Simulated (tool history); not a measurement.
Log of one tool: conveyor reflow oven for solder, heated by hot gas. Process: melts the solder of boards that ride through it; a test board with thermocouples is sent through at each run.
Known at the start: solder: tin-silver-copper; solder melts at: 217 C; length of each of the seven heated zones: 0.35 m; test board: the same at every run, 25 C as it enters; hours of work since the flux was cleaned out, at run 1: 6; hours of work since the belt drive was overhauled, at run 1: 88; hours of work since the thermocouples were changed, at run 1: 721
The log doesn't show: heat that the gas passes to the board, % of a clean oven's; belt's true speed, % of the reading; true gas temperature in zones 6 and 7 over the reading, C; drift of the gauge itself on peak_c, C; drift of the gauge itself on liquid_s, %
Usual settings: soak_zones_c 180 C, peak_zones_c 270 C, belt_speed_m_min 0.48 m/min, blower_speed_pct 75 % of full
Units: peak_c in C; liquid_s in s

run,hour,soak_zones_c,peak_zones_c,belt_speed_m_min,blower_speed_pct,hours of work since the flux was cleaned out,hours of work since the belt drive was overhauled,hours of work since the thermocouples were changed,peak_c,liquid_s
1,0,180,270,0.48,75,6,88,721,256.97,71.98
2,33.4,180,270,0.48,75,32,114,747,256.98,71.96
3,62.3,180,270,0.48,75,54,136,769,256.82,71.92
4,96.9,180,270,0.408,75,81,162,796,261.05,89.02
5,117.4,180,270,0.408,75,97,178,812,261.15,89.13
6,155,183,270,0.48,75,126,207,841,257.12,73.46
7,201,183,271,0.48,75,161,243,876,257.72,73.85
# hour 208.8: flux residue cleaned out of gas plates and filters
8,232.5,183,271,0.48,81,18,263,897,257.75,73.95
9,272.7,183,271,0.48,81,49,294,927,257.71,74.14
10,295.2,183,271,0.48,81,67,311,945,257.64,73.94
11,341.9,183,271,0.48,81,102,347,981,257.6,73.84
12,378.9,183,271,0.48,81,131,376,1009,257.26,73.66
13,398.9,183,271,0.48,81,146,391,1025,257.35,73.57
# hour 420.7: flux residue cleaned out of gas plates and filters, once more
14,426.2,188,279,0.394,59,4,408,1042,269.95,102.26
15,450,193,275,0.48,81,23,427,1060,264.87,83.45
16,476.7,177,261,0.48,81,43,447,1081,249.88,65.98
17,500.7,189,261,0.571,81,62,466,1099,247.24,56.8
18,529.9,180,271,0.464,75,84,488,1122,259.2,76.76
19,560.2,168,265,0.425,55,107,511,1145,251.01,71.14
20,585,168,265,0.425,55,127,531,1164,250.88,71.14
21,604.4,190,263,0.381,59,141,545,1179,255.72,98.16
# hour 619.3: thermocouples of zones 6 and 7 changed
22,632.2,190,263,0.381,59,161,565,10,253.97,96.87
# hour 640.2: flux residue cleaned out of gas plates and filters
23,676.7,190,263,0.381,59,28,596,40,254.55,97.35
24,704,190,263,0.381,59,49,617,61,254.46,97.26

5 ways to go on from here, each from the tool as it stands after run 24. What would each give?
A,744.9,189,260,0.381,59,81,648,93,?,?
B,744.9,180,268,0.48,75,81,648,93,?,?
C,744.9,190,263,0.524,59,81,648,93,?,?
D,744.9,180,282,0.503,75,81,648,93,?,?
E,744.9,189,270,0.518,55,81,648,93,?,?

run,peak_c,liquid_s
A,251.61,94.24
B,254,70.91
C,246.44,61.76
D,264.92,74.23
E,251.5,66.14
Without the tool's hidden state the same runs would have given:
run,peak_c,liquid_s
A,251.65,93.02
B,254.21,70.16
C,246.56,61.1
D,265.16,73.37
E,251.59,65.36
